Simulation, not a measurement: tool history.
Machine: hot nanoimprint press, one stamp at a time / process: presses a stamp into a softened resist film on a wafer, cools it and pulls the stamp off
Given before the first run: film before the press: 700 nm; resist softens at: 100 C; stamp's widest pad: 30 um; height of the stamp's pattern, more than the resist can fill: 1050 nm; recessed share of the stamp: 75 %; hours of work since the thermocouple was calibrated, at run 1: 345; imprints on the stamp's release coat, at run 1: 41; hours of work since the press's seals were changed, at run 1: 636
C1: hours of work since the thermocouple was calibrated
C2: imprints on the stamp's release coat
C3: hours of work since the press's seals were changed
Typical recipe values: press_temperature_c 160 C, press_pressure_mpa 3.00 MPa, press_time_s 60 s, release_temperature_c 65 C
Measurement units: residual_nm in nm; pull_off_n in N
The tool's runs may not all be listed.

{"run": 1, "hour": 0.0, "press_temperature_c": 160, "press_pressure_mpa": 3.0, "press_time_s": 60, "release_temperature_c": 65, "C1": 345, "C2": 41, "C3": 636, "residual_nm": 303.8, "pull_off_n": 100}
{"run": 2, "hour": 42.0, "press_temperature_c": 160, "press_pressure_mpa": 3.0, "press_time_s": 60, "release_temperature_c": 65, "C1": 376, "C2": 163, "C3": 666, "residual_nm": 306.4, "pull_off_n": 109}
{"hour": 55.3, "done": "press's hydraulic seals changed and the load cell set to zero"}
{"run": 3, "hour": 120.5, "press_temperature_c": 160, "press_pressure_mpa": 3.0, "press_time_s": 60, "release_temperature_c": 65, "C1": 427, "C2": 367, "C3": 47, "residual_nm": 306.0, "pull_off_n": 117}
{"hour": 200.6, "done": "plate thermocouple calibrated"}
{"run": 4, "hour": 205.8, "press_temperature_c": 160, "press_pressure_mpa": 3.0, "press_time_s": 60, "release_temperature_c": 65, "C1": 4, "C2": 606, "C3": 107, "residual_nm": 332.3, "pull_off_n": 133}
{"hour": 238.5, "done": "stamp cleaned and given a new release coat"}
{"run": 5, "hour": 280.0, "press_temperature_c": 160, "press_pressure_mpa": 3.0, "press_time_s": 56, "release_temperature_c": 65, "C1": 53, "C2": 120, "C3": 156, "residual_nm": 342.4, "pull_off_n": 112}
{"run": 6, "hour": 324.3, "press_temperature_c": 160, "press_pressure_mpa": 3.0, "press_time_s": 56, "release_temperature_c": 65, "C1": 85, "C2": 249, "C3": 188, "residual_nm": 345.9, "pull_off_n": 117}
{"run": 7, "hour": 397.9, "press_temperature_c": 160, "press_pressure_mpa": 3.0, "press_time_s": 56, "release_temperature_c": 65, "C1": 139, "C2": 462, "C3": 242, "residual_nm": 352.2, "pull_off_n": 126}
{"run": 8, "hour": 432.3, "press_temperature_c": 160, "press_pressure_mpa": 3.0, "press_time_s": 60, "release_temperature_c": 65, "C1": 164, "C2": 562, "C3": 267, "residual_nm": 346.2, "pull_off_n": 129}
{"hour": 480.4, "done": "stamp cleaned and given a new release coat"}
{"hour": 494.1, "done": "plate thermocouple calibrated, once more"}
{"run": 9, "hour": 494.2, "press_temperature_c": 160, "press_pressure_mpa": 3.0, "press_time_s": 60, "release_temperature_c": 65, "C1": 0, "C2": 32, "C3": 305, "residual_nm": 280.2, "pull_off_n": 105}
{"run": 10, "hour": 543.5, "press_temperature_c": 160, "press_pressure_mpa": 3.0, "press_time_s": 60, "release_temperature_c": 65, "C1": 36, "C2": 175, "C3": 341, "residual_nm": 282.5, "pull_off_n": 110}
{"run": 11, "hour": 583.7, "press_temperature_c": 161, "press_pressure_mpa": 3.0, "press_time_s": 60, "release_temperature_c": 65, "C1": 65, "C2": 292, "C3": 370, "residual_nm": 266.3, "pull_off_n": 114}
{"run": 12, "hour": 635.6, "press_temperature_c": 161, "press_pressure_mpa": 3.0, "press_time_s": 73, "release_temperature_c": 65, "C1": 102, "C2": 442, "C3": 407, "residual_nm": 251.4, "pull_off_n": 116}
{"run": 13, "hour": 686.0, "press_temperature_c": 161, "press_pressure_mpa": 3.0, "press_time_s": 73, "release_temperature_c": 65, "C1": 139, "C2": 589, "C3": 444, "residual_nm": 251.1, "pull_off_n": 131}
{"hour": 724.4, "done": "stamp cleaned and given a new release coat"}
{"run": 14, "hour": 771.8, "press_temperature_c": 161, "press_pressure_mpa": 3.0, "press_time_s": 73, "release_temperature_c": 65, "C1": 197, "C2": 138, "C3": 502, "residual_nm": 256.8, "pull_off_n": 106}
{"run": 15, "hour": 830.5, "press_temperature_c": 157, "press_pressure_mpa": 3.0, "press_time_s": 60, "release_temperature_c": 70, "C1": 239, "C2": 309, "C3": 544, "residual_nm": 355.8, "pull_off_n": 111}
{"run": 16, "hour": 898.9, "press_temperature_c": 160, "press_pressure_mpa": 2.99, "press_time_s": 79, "release_temperature_c": 56, "C1": 289, "C2": 507, "C3": 594, "residual_nm": 271.7, "pull_off_n": 136}
{"run": 17, "hour": 946.6, "press_temperature_c": 169, "press_pressure_mpa": 3.0, "press_time_s": 104, "release_temperature_c": 65, "C1": 323, "C2": 645, "C3": 628, "residual_nm": 141.9, "pull_off_n": 130}
{"hour": 962.1, "done": "stamp cleaned and given a new release coat"}
{"run": 18, "hour": 1002.2, "press_temperature_c": 169, "press_pressure_mpa": 3.0, "press_time_s": 104, "release_temperature_c": 65, "C1": 359, "C2": 116, "C3": 664, "residual_nm": 143.9, "pull_off_n": 109}
{"hour": 1020.0, "done": "press's hydraulic seals changed and the load cell set to zero"}
{"run": 19, "hour": 1064.4, "press_temperature_c": 170, "press_pressure_mpa": 4.33, "press_time_s": 31, "release_temperature_c": 65, "C1": 399, "C2": 274, "C3": 32, "residual_nm": 185.8, "pull_off_n": 115}
{"run": 20, "hour": 1129.5, "press_temperature_c": 170, "press_pressure_mpa": 4.33, "press_time_s": 80, "release_temperature_c": 65, "C1": 446, "C2": 463, "C3": 79, "residual_nm": 123.8, "pull_off_n": 124}
{"run": 21, "hour": 1173.2, "press_temperature_c": 163, "press_pressure_mpa": 2.68, "press_time_s": 60, "release_temperature_c": 67, "C1": 477, "C2": 589, "C3": 111, "residual_nm": 277.5, "pull_off_n": 128}
{"hour": 1181.9, "done": "plate thermocouple calibrated"}
{"hour": 1211.8, "done": "stamp cleaned and given a new release coat"}
{"run": 22, "hour": 1230.0, "press_temperature_c": 163, "press_pressure_mpa": 2.68, "press_time_s": 60, "release_temperature_c": 67, "C1": 30, "C2": 52, "C3": 146, "residual_nm": 241.2, "pull_off_n": 105}
{"run": 23, "hour": 1283.4, "press_temperature_c": 156, "press_pressure_mpa": 3.34, "press_time_s": 60, "release_temperature_c": 65, "C1": 69, "C2": 207, "C3": 184, "residual_nm": 334.0, "pull_off_n": 112}
{"run": 24, "hour": 1360.0, "press_temperature_c": 156, "press_pressure_mpa": 3.06, "press_time_s": 58, "release_temperature_c": 63, "C1": 125, "C2": 430, "C3": 240, "residual_nm": 363.4, "pull_off_n": 119}
{"run": 25, "hour": 1419.2, "press_temperature_c": 160, "press_pressure_mpa": 3.0, "press_time_s": 60, "release_temperature_c": 57, "C1": 168, "C2": 601, "C3": 283, "residual_nm": 284.7, "pull_off_n": 139}
{"hour": 1452.1, "done": "stamp cleaned and given a new release coat"}
{"run": 26, "hour": 1483.6, "press_temperature_c": 169, "press_pressure_mpa": 3.0, "press_time_s": 71, "release_temperature_c": 54, "C1": 210, "C2": 92, "C3": 325, "residual_nm": 159.1, "pull_off_n": 118}
{"run": 27, "hour": 1521.6, "press_temperature_c": 154, "press_pressure_mpa": 2.4, "press_time_s": 71, "release_temperature_c": 56, "C1": 237, "C2": 202, "C3": 352, "residual_nm": 427.1, "pull_off_n": 127}
{"run": 28, "hour": 1585.2, "press_temperature_c": 152, "press_pressure_mpa": 3.61, "press_time_s": 47, "release_temperature_c": 54, "C1": 283, "C2": 387, "C3": 399, "residual_nm": 460.4, "pull_off_n": 136}

Below are 3 alternative next runs, each starting from the tool's condition after run 28. Predict each:
{"run": "A", "hour": 1653.0, "press_temperature_c": 160, "press_pressure_mpa": 2.75, "press_time_s": 60, "release_temperature_c": 65, "C1": 333, "C2": 584, "C3": 448, "residual_nm": "?", "pull_off_n": "?"}
{"run": "B", "hour": 1653.0, "press_temperature_c": 160, "press_pressure_mpa": 4.37, "press_time_s": 60, "release_temperature_c": 65, "C1": 333, "C2": 584, "C3": 448, "residual_nm": "?", "pull_off_n": "?"}
{"run": "C", "hour": 1653.0, "press_temperature_c": 152, "press_pressure_mpa": 2.7, "press_time_s": 39, "release_temperature_c": 71, "C1": 333, "C2": 584, "C3": 448, "residual_nm": "?", "pull_off_n": "?"}

run=A residual_nm=311.4 pull_off_n=126
run=B residual_nm=253.8 pull_off_n=132
run=C residual_nm=534.0 pull_off_n=118
With no hidden state in the tool, these same runs would have given:
run=A residual_nm=285.8 pull_off_n=100
run=B residual_nm=229.8 pull_off_n=105
run=C residual_nm=504.9 pull_off_n=94
